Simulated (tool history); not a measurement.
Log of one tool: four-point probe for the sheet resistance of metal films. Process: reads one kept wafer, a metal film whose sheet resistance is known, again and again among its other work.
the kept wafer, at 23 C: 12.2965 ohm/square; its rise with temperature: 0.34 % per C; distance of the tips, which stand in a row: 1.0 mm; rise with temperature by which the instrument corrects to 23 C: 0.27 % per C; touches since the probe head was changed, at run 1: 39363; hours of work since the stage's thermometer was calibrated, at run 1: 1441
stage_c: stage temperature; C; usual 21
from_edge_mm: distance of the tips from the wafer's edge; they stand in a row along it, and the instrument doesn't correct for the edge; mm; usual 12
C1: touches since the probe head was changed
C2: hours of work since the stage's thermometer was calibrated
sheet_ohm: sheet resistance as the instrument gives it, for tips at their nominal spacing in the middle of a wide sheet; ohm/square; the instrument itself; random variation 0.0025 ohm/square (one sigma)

Run 1, day 0: usual settings; C1 39363; C2 1441. Result: sheet_ohm 12.346423 ohm/square.
Run 2, day 2.425: usual settings; C1 40750; C2 1480. Result: sheet_ohm 12.35011 ohm/square.
Run 3, day 7.871: usual settings; C1 43862; C2 1569. Result: sheet_ohm 12.341513 ohm/square.
Run 4, day 11.392: usual settings but stage_c 30 C; C1 45875; C2 1627. Result: sheet_ohm 12.4097 ohm/square.
Run 5, day 14.038: usual settings but stage_c 30 C; C1 47389; C2 1670. Result: sheet_ohm 12.416891 ohm/square.
Run 6, day 19.371: usual settings but stage_c 19 C, from_edge_mm 29 mm; C1 50438; C2 1757. Result: sheet_ohm 12.282699 ohm/square.
Run 7, day 22.954: usual settings but stage_c 26 C, from_edge_mm 5 mm; C1 52485; C2 1815. Result: sheet_ohm 12.591332 ohm/square.
Run 8, day 28.158: usual settings but stage_c 33 C; C1 55462; C2 1900. Result: sheet_ohm 12.428339 ohm/square.
Run 9, day 33.379: usual settings but stage_c 33 C; C1 58446; C2 1986. Result: sheet_ohm 12.42996 ohm/square.
Run 10, day 35.771: usual settings but stage_c 33 C; C1 59812; C2 2025. Result: sheet_ohm 12.428993 ohm/square.

4 ways to go on from here, each from the tool as it stands after run 10. What would each give?
Run A, day 40.712: usual settings but stage_c 22 C, from_edge_mm 11 mm; C1 62638; C2 2105. Result: sheet_ohm ?.
Run B, day 40.712: usual settings but from_edge_mm 14 mm; C1 62638; C2 2105. Result: sheet_ohm ?.
Run C, day 40.712: usual settings but stage_c 33 C; C1 62638; C2 2105. Result: sheet_ohm ?.
Run D, day 40.712: usual settings but stage_c 33 C, from_edge_mm 3 mm; C1 62638; C2 2105. Result: sheet_ohm ?.

run  sheet_ohm
  A  12.344781
  B  12.321454
  C  12.424419
  D  13.075537
Without the tool's hidden state the same runs would have given:
run  sheet_ohm
  A  12.341349
  B  12.317971
  C  12.421606
  D  13.072511

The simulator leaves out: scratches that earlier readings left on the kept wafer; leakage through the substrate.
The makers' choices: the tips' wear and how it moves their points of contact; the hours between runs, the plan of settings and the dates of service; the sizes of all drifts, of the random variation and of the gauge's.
